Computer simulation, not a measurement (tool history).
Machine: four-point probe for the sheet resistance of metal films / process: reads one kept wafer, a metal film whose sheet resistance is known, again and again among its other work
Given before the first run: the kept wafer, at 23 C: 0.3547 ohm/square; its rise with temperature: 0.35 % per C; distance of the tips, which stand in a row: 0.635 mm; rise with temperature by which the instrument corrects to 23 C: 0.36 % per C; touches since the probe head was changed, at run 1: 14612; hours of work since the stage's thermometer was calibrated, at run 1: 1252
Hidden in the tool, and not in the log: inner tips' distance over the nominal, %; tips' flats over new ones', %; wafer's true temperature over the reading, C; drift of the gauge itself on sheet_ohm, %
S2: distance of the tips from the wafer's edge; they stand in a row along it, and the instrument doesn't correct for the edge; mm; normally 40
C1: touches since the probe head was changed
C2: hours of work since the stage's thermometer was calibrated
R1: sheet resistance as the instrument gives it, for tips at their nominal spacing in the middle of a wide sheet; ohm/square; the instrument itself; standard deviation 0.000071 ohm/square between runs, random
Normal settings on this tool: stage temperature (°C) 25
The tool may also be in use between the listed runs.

run 1 hour=0 | stage_temperature_(°C)=25 S2=40 | C1=14612 C2=1252 | R1=0.354658
run 2 hour=73.5 | stage_temperature_(°C)=25 S2=40 | C1=16032 C2=1290 | R1=0.354651
run 3 hour=125.4 | stage_temperature_(°C)=25 S2=40 | C1=17034 C2=1316 | R1=0.3546
run 4 hour=176.4 | stage_temperature_(°C)=25 S2=40 | C1=18018 C2=1342 | R1=0.354599
run 5 hour=254.9 | stage_temperature_(°C)=25 S2=40 | C1=19535 C2=1383 | R1=0.35467
-- hour=316.8 stage's thermometer calibrated
run 6 hour=353.6 | stage_temperature_(°C)=25 S2=40 | C1=21432 C2=19 | R1=0.354588
run 7 hour=396.9 | stage_temperature_(°C)=25 S2=40 | C1=22267 C2=41 | R1=0.354626
run 8 hour=494.3 | stage_temperature_(°C)=25 S2=40 | C1=24149 C2=91 | R1=0.354682
run 9 hour=570.2 | stage_temperature_(°C)=25 S2=40 | C1=25616 C2=130 | R1=0.354672
run 10 hour=658.7 | stage_temperature_(°C)=25 S2=40 | C1=27325 C2=175 | R1=0.354559
run 11 hour=745.3 | stage_temperature_(°C)=25 S2=40 | C1=28997 C2=219 | R1=0.35463
run 12 hour=832 | stage_temperature_(°C)=25 S2=40 | C1=30671 C2=263 | R1=0.354672
run 13 hour=894.2 | stage_temperature_(°C)=23 S2=11 | C1=31873 C2=295 | R1=0.355349
run 14 hour=937.3 | stage_temperature_(°C)=23 S2=11 | C1=32706 C2=317 | R1=0.355425
run 15 hour=1015.1 | stage_temperature_(°C)=24 S2=5 | C1=34209 C2=357 | R1=0.357863
run 16 hour=1104.1 | stage_temperature_(°C)=22 S2=20 | C1=35927 C2=403 | R1=0.355017
run 17 hour=1156.8 | stage_temperature_(°C)=35 S2=36 | C1=36945 C2=430 | R1=0.354079
run 18 hour=1221.4 | stage_temperature_(°C)=19 S2=14 | C1=38193 C2=463 | R1=0.355338
run 19 hour=1283.1 | stage_temperature_(°C)=25 S2=14 | C1=39384 C2=494 | R1=0.354922

What does the tool deliver on the next run?
run 20 hour=1365.9 | stage_temperature_(°C)=19 S2=16 | C1=40983 C2=536 | R1=?

R1: 0.355206 ohm/square
The same run, on a tool lacking any hidden state, would have yielded R1 0.355186 ohm/square.
